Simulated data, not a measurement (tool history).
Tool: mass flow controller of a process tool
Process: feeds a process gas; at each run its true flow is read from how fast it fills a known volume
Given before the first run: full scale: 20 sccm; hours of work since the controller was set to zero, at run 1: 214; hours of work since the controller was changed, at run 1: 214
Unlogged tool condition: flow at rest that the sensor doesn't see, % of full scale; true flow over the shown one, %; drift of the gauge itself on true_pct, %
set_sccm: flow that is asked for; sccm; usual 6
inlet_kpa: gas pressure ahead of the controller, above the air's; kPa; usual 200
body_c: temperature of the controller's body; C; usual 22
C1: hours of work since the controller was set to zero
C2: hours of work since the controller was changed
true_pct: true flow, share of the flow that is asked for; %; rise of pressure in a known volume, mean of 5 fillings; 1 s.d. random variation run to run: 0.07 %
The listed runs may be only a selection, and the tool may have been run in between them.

run 1 day=0.000 | set_sccm=6 inlet_kpa=200 body_c=22 | C1=214 C2=214 | true_pct=97.36
run 2 day=1.417 | set_sccm=6 inlet_kpa=200 body_c=22 | C1=236 C2=236 | true_pct=97.24
run 3 day=3.188 | set_sccm=6 inlet_kpa=152 body_c=22 | C1=264 C2=264 | true_pct=97.00
run 4 day=4.679 | set_sccm=6 inlet_kpa=152 body_c=22 | C1=287 C2=287 | true_pct=97.00
run 5 day=7.417 | set_sccm=6 inlet_kpa=200 body_c=22 | C1=330 C2=330 | true_pct=97.31
run 6 day=10.408 | set_sccm=6 inlet_kpa=200 body_c=22 | C1=376 C2=376 | true_pct=97.19
run 7 day=13.700 | set_sccm=6 inlet_kpa=177 body_c=22 | C1=427 C2=427 | true_pct=97.05
run 8 day=15.879 | set_sccm=6 inlet_kpa=177 body_c=22 | C1=461 C2=461 | true_pct=97.04
run 9 day=17.467 | set_sccm=6 inlet_kpa=177 body_c=22 | C1=486 C2=486 | true_pct=97.01
run 10 day=19.825 | set_sccm=6 inlet_kpa=142 body_c=22 | C1=523 C2=523 | true_pct=96.71
run 11 day=22.075 | set_sccm=6 inlet_kpa=142 body_c=33 | C1=558 C2=558 | true_pct=96.96
run 12 day=24.929 | set_sccm=6 inlet_kpa=142 body_c=33 | C1=602 C2=602 | true_pct=96.96
-- day=25.262 controller's zero set anew
run 13 day=26.554 | set_sccm=6 inlet_kpa=174 body_c=22 | C1=20 C2=627 | true_pct=96.44
run 14 day=28.850 | set_sccm=6 inlet_kpa=174 body_c=22 | C1=56 C2=663 | true_pct=96.42
run 15 day=31.933 | set_sccm=6 inlet_kpa=173 body_c=22 | C1=104 C2=711 | true_pct=96.32
run 16 day=34.183 | set_sccm=6 inlet_kpa=173 body_c=22 | C1=139 C2=746 | true_pct=96.35
-- day=36.717 controller's zero set anew, once more
run 17 day=36.775 | set_sccm=4 inlet_kpa=228 body_c=22 | C1=1 C2=786 | true_pct=97.16
run 18 day=39.108 | set_sccm=4 inlet_kpa=228 body_c=22 | C1=37 C2=822 | true_pct=97.14
run 19 day=41.479 | set_sccm=19 inlet_kpa=240 body_c=40 | C1=74 C2=859 | true_pct=100.20
run 20 day=43.404 | set_sccm=6 inlet_kpa=200 body_c=26 | C1=104 C2=889 | true_pct=97.22
run 21 day=45.925 | set_sccm=4 inlet_kpa=154 body_c=22 | C1=143 C2=929 | true_pct=96.51
run 22 day=49.112 | set_sccm=6 inlet_kpa=200 body_c=28 | C1=193 C2=978 | true_pct=97.41
run 23 day=51.538 | set_sccm=18 inlet_kpa=263 body_c=36 | C1=231 C2=1016 | true_pct=99.97
run 24 day=54.846 | set_sccm=18 inlet_kpa=181 body_c=20 | C1=282 C2=1067 | true_pct=98.90
run 25 day=56.792 | set_sccm=6 inlet_kpa=179 body_c=22 | C1=313 C2=1098 | true_pct=96.83
run 26 day=59.696 | set_sccm=15 inlet_kpa=261 body_c=22 | C1=358 C2=1143 | true_pct=98.96
run 27 day=62.754 | set_sccm=6 inlet_kpa=200 body_c=33 | C1=405 C2=1191 | true_pct=97.26
run 28 day=65.408 | set_sccm=6 inlet_kpa=200 body_c=33 | C1=447 C2=1232 | true_pct=97.14
run 29 day=67.871 | set_sccm=7 inlet_kpa=164 body_c=20 | C1=485 C2=1270 | true_pct=96.68
run 30 day=70.267 | set_sccm=16 inlet_kpa=197 body_c=20 | C1=522 C2=1308 | true_pct=98.61
run 31 day=72.346 | set_sccm=3 inlet_kpa=172 body_c=20 | C1=555 C2=1340 | true_pct=95.67

Below are 3 alternative next runs, each starting from the tool's condition after run 31. Predict each:
run A day=74.788 | set_sccm=5 inlet_kpa=238 body_c=38 | C1=593 C2=1378 | true_pct=?
run B day=74.788 | set_sccm=3 inlet_kpa=203 body_c=36 | C1=593 C2=1378 | true_pct=?
run C day=74.788 | set_sccm=6 inlet_kpa=184 body_c=23 | C1=593 C2=1378 | true_pct=?

run=A true_pct=97.21
run=B true_pct=96.29
run=C true_pct=96.70
The same runs, with their run-to-run variation unchanged, on a tool lacking any hidden condition would have given:
run=A true_pct=98.23
run=B true_pct=97.65
run=C true_pct=97.64
